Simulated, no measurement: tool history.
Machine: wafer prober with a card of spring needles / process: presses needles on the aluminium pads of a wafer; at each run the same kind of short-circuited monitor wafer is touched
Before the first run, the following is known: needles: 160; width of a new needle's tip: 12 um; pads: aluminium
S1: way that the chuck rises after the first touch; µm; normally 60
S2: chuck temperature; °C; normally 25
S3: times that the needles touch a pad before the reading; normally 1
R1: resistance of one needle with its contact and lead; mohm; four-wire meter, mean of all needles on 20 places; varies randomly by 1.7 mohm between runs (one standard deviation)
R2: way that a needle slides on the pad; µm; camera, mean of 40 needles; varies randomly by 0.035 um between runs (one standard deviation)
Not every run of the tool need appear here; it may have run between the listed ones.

{"run": 1, "hour": 0.0, "S1": 60, "S2": 25, "S3": 1, "R1": 165, "R2": 9.92}
{"hour": 2.1, "done": "tips cleaned on abrasive film"}
{"hour": 7.0, "done": "tips cleaned on abrasive film"}
{"hour": 11.6, "done": "tips cleaned on abrasive film"}
{"run": 2, "hour": 11.6, "S1": 63, "S2": 25, "S3": 1, "R1": 165, "R2": 10.38}
{"hour": 16.4, "done": "tips cleaned on abrasive film"}
{"run": 3, "hour": 19.9, "S1": 63, "S2": 25, "S3": 1, "R1": 165, "R2": 10.4}
{"hour": 21.0, "done": "tips cleaned on abrasive film"}
{"hour": 25.9, "done": "tips cleaned on abrasive film"}
{"hour": 30.7, "done": "tips cleaned on abrasive film"}
{"run": 4, "hour": 33.9, "S1": 63, "S2": 25, "S3": 1, "R1": 168, "R2": 10.39}
{"hour": 34.9, "done": "tips cleaned on abrasive film"}
{"hour": 39.9, "done": "tips cleaned on abrasive film"}
{"run": 5, "hour": 44.0, "S1": 63, "S2": 38, "S3": 1, "R1": 171, "R2": 10.35}
{"hour": 45.1, "done": "tips cleaned on abrasive film"}
{"hour": 49.6, "done": "tips cleaned on abrasive film"}
{"hour": 54.2, "done": "tips cleaned on abrasive film"}
{"run": 6, "hour": 55.0, "S1": 63, "S2": 38, "S3": 1, "R1": 170, "R2": 10.34}
{"hour": 58.5, "done": "tips cleaned on abrasive film"}
{"hour": 63.0, "done": "tips cleaned on abrasive film"}
{"hour": 63.3, "done": "height of the first contact set anew"}
{"run": 7, "hour": 64.3, "S1": 63, "S2": 38, "S3": 1, "R1": 168, "R2": 10.32}
{"hour": 68.1, "done": "tips cleaned on abrasive film"}
{"hour": 73.1, "done": "tips cleaned on abrasive film"}
{"run": 8, "hour": 76.4, "S1": 63, "S2": 38, "S3": 1, "R1": 169, "R2": 10.33}
{"hour": 77.4, "done": "tips cleaned on abrasive film"}
{"hour": 82.4, "done": "tips cleaned on abrasive film"}
{"hour": 86.8, "done": "tips cleaned on abrasive film"}
{"run": 9, "hour": 88.2, "S1": 61, "S2": 78, "S3": 3, "R1": 176, "R2": 10.04}
{"hour": 91.3, "done": "tips cleaned on abrasive film"}
{"hour": 96.5, "done": "tips cleaned on abrasive film"}
{"run": 10, "hour": 98.3, "S1": 48, "S2": 36, "S3": 1, "R1": 170, "R2": 7.8}
{"hour": 101.5, "done": "tips cleaned on abrasive film"}
{"hour": 106.5, "done": "tips cleaned on abrasive film"}
{"hour": 111.4, "done": "tips cleaned on abrasive film"}
{"run": 11, "hour": 113.5, "S1": 51, "S2": 36, "S3": 2, "R1": 171, "R2": 8.29}
{"hour": 116.3, "done": "tips cleaned on abrasive film"}
{"hour": 120.9, "done": "tips cleaned on abrasive film"}
{"hour": 125.9, "done": "tips cleaned on abrasive film"}
{"run": 12, "hour": 127.9, "S1": 60, "S2": 29, "S3": 1, "R1": 166, "R2": 9.78}
{"hour": 130.4, "done": "tips cleaned on abrasive film"}
{"hour": 135.1, "done": "tips cleaned on abrasive film"}
{"run": 13, "hour": 135.9, "S1": 60, "S2": 37, "S3": 1, "R1": 170, "R2": 9.78}
{"hour": 139.6, "done": "tips cleaned on abrasive film"}
{"hour": 144.8, "done": "tips cleaned on abrasive film"}
{"run": 14, "hour": 145.0, "S1": 48, "S2": 25, "S3": 1, "R1": 167, "R2": 7.79}
{"hour": 148.8, "done": "height of the first contact set anew"}
{"hour": 149.9, "done": "tips cleaned on abrasive film"}
{"run": 15, "hour": 153.4, "S1": 60, "S2": 25, "S3": 2, "R1": 164, "R2": 9.79}
{"hour": 154.5, "done": "tips cleaned on abrasive film"}
{"hour": 159.1, "done": "tips cleaned on abrasive film"}
{"hour": 163.8, "done": "tips cleaned on abrasive film"}
{"run": 16, "hour": 164.9, "S1": 60, "S2": 25, "S3": 1, "R1": 164, "R2": 9.83}

The same runs without the tool's hidden state, with the same run-to-run variation:
Unlogged tool condition in this case: debris on the tips, nm; way that the needles fall short of the set height, um; tips' diameter, um; drift of the gauge itself on contact_mohm, %; drift of the gauge itself on scrub_um, %.
run=1 R2=9.92
run=2 R2=10.40
run=3 R2=10.43
run=4 R2=10.44
run=5 R2=10.41
run=6 R2=10.42
run=7 R2=10.38
run=8 R2=10.41
run=9 R2=10.13
run=10 R2=7.88
run=11 R2=8.39
run=12 R2=9.92
run=13 R2=9.93
run=14 R2=7.92
run=15 R2=9.93
run=16 R2=9.99
For R1, the value without the hidden state is never more than 1 mohm from the measured value.
